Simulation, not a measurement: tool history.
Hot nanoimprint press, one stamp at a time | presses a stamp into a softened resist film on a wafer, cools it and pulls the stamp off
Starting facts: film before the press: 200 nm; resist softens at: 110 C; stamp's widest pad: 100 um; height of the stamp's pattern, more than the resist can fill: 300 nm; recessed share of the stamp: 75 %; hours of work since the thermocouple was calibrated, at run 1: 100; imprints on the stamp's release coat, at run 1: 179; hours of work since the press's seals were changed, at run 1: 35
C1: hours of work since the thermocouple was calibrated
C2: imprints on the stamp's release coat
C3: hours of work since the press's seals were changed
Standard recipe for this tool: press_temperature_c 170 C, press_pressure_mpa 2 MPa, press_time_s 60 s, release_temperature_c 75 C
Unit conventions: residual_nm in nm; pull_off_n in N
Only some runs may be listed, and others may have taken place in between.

Run 1, hour 0: usual settings; C1 100; C2 179; C3 35. Result: residual_nm 95 nm, pull_off_n 96 N.
Run 2, hour 5.9: usual settings; C1 103; C2 202; C3 38. Result: residual_nm 95.2 nm, pull_off_n 95 N.
Run 3, hour 17.9: usual settings; C1 110; C2 248; C3 44. Result: residual_nm 95.7 nm, pull_off_n 94 N.
Run 4, hour 25.1: usual settings; C1 113; C2 276; C3 48. Result: residual_nm 95.1 nm, pull_off_n 89 N.
Run 5, hour 32: usual settings; C1 117; C2 303; C3 52. Result: residual_nm 95.7 nm, pull_off_n 93 N.
Run 6, hour 45: usual settings; C1 123; C2 354; C3 58. Result: residual_nm 95.4 nm, pull_off_n 94 N.
Run 7, hour 57.6: usual settings but press_time_s 59 s; C1 130; C2 403; C3 65. Result: residual_nm 95.7 nm, pull_off_n 91 N.
Run 8, hour 70: usual settings; C1 136; C2 451; C3 71. Result: residual_nm 96 nm, pull_off_n 95 N.
Run 9, hour 79.8: usual settings; C1 142; C2 489; C3 76. Result: residual_nm 96 nm, pull_off_n 95 N.
Run 10, hour 92.6: usual settings but press_time_s 80 s; C1 148; C2 539; C3 83. Result: residual_nm 85.6 nm, pull_off_n 96 N.
Run 11, hour 103.2: usual settings but press_pressure_mpa 1.33 MPa; C1 154; C2 580; C3 88. Result: residual_nm 115.1 nm, pull_off_n 93 N.
Run 12, hour 110: usual settings; C1 157; C2 607; C3 92. Result: residual_nm 96.3 nm, pull_off_n 94 N.
Run 13, hour 122.4: usual settings; C1 164; C2 655; C3 98. Result: residual_nm 96.3 nm, pull_off_n 98 N.
Run 14, hour 132.4: usual settings but press_pressure_mpa 2.48 MPa; C1 169; C2 693; C3 103. Result: residual_nm 85.6 nm, pull_off_n 97 N.
Run 15, hour 142: usual settings but press_pressure_mpa 2.48 MPa; C1 174; C2 731; C3 108. Result: residual_nm 86.2 nm, pull_off_n 98 N.
Run 16, hour 152.8: usual settings but press_temperature_c 181 C, press_pressure_mpa 2.24 MPa, press_time_s 80 s, release_temperature_c 70 C; C1 179; C2 773; C3 114. Result: residual_nm 57.1 nm, pull_off_n 100 N.
Run 17, hour 159.2: usual settings but press_temperature_c 181 C, press_pressure_mpa 2.24 MPa, press_time_s 80 s, release_temperature_c 70 C; C1 183; C2 798; C3 117. Result: residual_nm 56.3 nm, pull_off_n 100 N.
Run 18, hour 166: usual settings but press_temperature_c 180 C, press_pressure_mpa 2.38 MPa; C1 186; C2 824; C3 121. Result: residual_nm 63.1 nm, pull_off_n 97 N.
Run 19, hour 175.5: usual settings but press_temperature_c 164 C, press_pressure_mpa 2.38 MPa, press_time_s 55 s; C1 191; C2 861; C3 126. Result: residual_nm 111.5 nm, pull_off_n 99 N.
Run 20, hour 185.6: usual settings but press_temperature_c 164 C, press_pressure_mpa 2.38 MPa, press_time_s 55 s; C1 196; C2 900; C3 131. Result: residual_nm 111.8 nm, pull_off_n 100 N.
Run 21, hour 193.1: usual settings but press_temperature_c 159 C, release_temperature_c 66 C; C1 200; C2 929; C3 135. Result: residual_nm 133.9 nm, pull_off_n 107 N.
Run 22, hour 198.4: usual settings but press_temperature_c 168 C, release_temperature_c 83 C; C1 203; C2 950; C3 138. Result: residual_nm 102.4 nm, pull_off_n 89 N.
Run 23, hour 207.9: usual settings but press_temperature_c 162 C, press_pressure_mpa 2.95 MPa; C1 208; C2 987; C3 142. Result: residual_nm 104 nm, pull_off_n 102 N.
Run 24, hour 220.5: usual settings but press_pressure_mpa 2.05 MPa, press_time_s 53 s, release_temperature_c 64 C; C1 214; C2 1036; C3 149. Result: residual_nm 99.5 nm, pull_off_n 107 N.
Run 25, hour 228.5: usual settings but press_pressure_mpa 2.05 MPa, press_time_s 53 s, release_temperature_c 64 C; C1 218; C2 1067; C3 153. Result: residual_nm 100.4 nm, pull_off_n 106 N.
Run 26, hour 240.2: usual settings but press_temperature_c 161 C, press_pressure_mpa 2.05 MPa, press_time_s 53 s, release_temperature_c 63 C; C1 224; C2 1113; C3 159. Result: residual_nm 132.5 nm, pull_off_n 106 N.

Estimate the outcome of run 27 from the log above:
Run 27, hour 252.3: usual settings but press_temperature_c 161 C, press_pressure_mpa 2.05 MPa, press_time_s 53 s, release_temperature_c 65 C; C1 231; C2 1160; C3 165. Result: residual_nm ?, pull_off_n ?.

{"run 27": {"residual_nm": 129.9, "pull_off_n": 107}}
Minus the tool's unlogged condition, the same run would have read residual_nm 128.8 nm, pull_off_n 98 N.

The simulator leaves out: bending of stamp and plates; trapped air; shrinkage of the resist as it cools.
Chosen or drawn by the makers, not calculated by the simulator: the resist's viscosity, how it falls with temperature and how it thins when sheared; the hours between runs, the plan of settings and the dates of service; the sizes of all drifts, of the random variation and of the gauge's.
